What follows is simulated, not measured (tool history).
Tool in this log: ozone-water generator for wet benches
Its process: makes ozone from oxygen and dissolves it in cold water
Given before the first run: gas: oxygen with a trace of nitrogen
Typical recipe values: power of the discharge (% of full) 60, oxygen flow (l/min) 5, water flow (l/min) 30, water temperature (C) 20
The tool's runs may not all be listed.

run,day,power of the discharge (% of full),oxygen flow (l/min),water flow (l/min),water temperature (C),dissolved ozone (ppm),ozone in the gas ahead of the water (g/m3)
1,0,60,5,30,20,16.6,202.8
2,4.325,60,5,30,20,16.4,202.1
3,6.612,60,5,30,20,16.3,201
4,10.538,60,5,30,20,16.4,200.4
5,13.138,60,5,30,20,16.5,202
6,15.846,60,5,30,20,16.1,200.6

Predict the results of run 7:
# day 16.079: water thermometer calibrated
7,19.121,95,5,30,24,?,?

Run 7 yielded dissolved ozone (ppm) 21.6, ozone in the gas ahead of the water (g/m3) 280.6.
Without the tool's hidden state the same run would have given dissolved ozone (ppm) 24.6, ozone in the gas ahead of the water (g/m3) 310.1.
